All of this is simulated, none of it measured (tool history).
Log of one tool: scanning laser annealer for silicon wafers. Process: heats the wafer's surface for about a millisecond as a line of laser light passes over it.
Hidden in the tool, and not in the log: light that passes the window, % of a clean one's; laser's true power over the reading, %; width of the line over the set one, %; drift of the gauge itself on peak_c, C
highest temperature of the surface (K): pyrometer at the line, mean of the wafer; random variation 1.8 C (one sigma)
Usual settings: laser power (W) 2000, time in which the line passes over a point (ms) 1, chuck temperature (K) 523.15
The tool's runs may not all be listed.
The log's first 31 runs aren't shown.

| run | hour | laser power (W) | time in which the line passes over a point (ms) | chuck temperature (K) | hours of work since the window was cleaned | hours of work since the power meter was calibrated | hours of work since the optics were aligned | highest temperature of the surface (K) |
|---|---|---|---|---|---|---|---|---|
|  | 1116.4 | window over the wafer cleaned |
| 32 | 1139.4 | 2026 | 0.8 | 546.15 | 10 | 1447 | 41 | 1283.15 |
| 33 | 1189 | 2026 | 0.8 | 546.15 | 33 | 1469 | 64 | 1282.15 |
| 34 | 1225 | 1965 | 0.8 | 514.15 | 49 | 1486 | 80 | 1225.15 |
| 35 | 1277.4 | 2000 | 0.86 | 543.15 | 73 | 1509 | 104 | 1291.15 |
| 36 | 1310.5 | 1815 | 0.75 | 484.15 | 87 | 1524 | 119 | 1120.15 |
| 37 | 1340.7 | 1955 | 1 | 499.15 | 101 | 1538 | 132 | 1280.15 |
| 38 | 1376.9 | 2000 | 1.13 | 546.15 | 117 | 1554 | 149 | 1383.15 |
| 39 | 1402.2 | 2000 | 1.13 | 546.15 | 129 | 1566 | 160 | 1381.15 |
| 40 | 1440.8 | 2000 | 0.99 | 488.15 | 146 | 1583 | 177 | 1277.15 |
| 41 | 1491.4 | 1721 | 1.04 | 519.15 | 169 | 1606 | 200 | 1215.15 |
| 42 | 1539.7 | 1721 | 1.04 | 519.15 | 191 | 1628 | 222 | 1211.15 |

3 ways to go on from here, each from the tool as it stands after run 42. What would each give?
| A | 1583.7 | 2000 | 1.1 | 523.15 | 211 | 1647 | 242 | ? |
| B | 1583.7 | 2087 | 0.74 | 523.15 | 211 | 1647 | 242 | ? |
| C | 1583.7 | 2109 | 1.16 | 551.15 | 211 | 1647 | 242 | ? |

| run | highest temperature of the surface (K) |
|---|---|
| A | 1349.15 |
| B | 1250.15 |
| C | 1444.15 |
Without the tool's hidden state the same runs would have given:
| run | highest temperature of the surface (K) |
|---|---|
| A | 1360.15 |
| B | 1260.15 |
| C | 1457.15 |

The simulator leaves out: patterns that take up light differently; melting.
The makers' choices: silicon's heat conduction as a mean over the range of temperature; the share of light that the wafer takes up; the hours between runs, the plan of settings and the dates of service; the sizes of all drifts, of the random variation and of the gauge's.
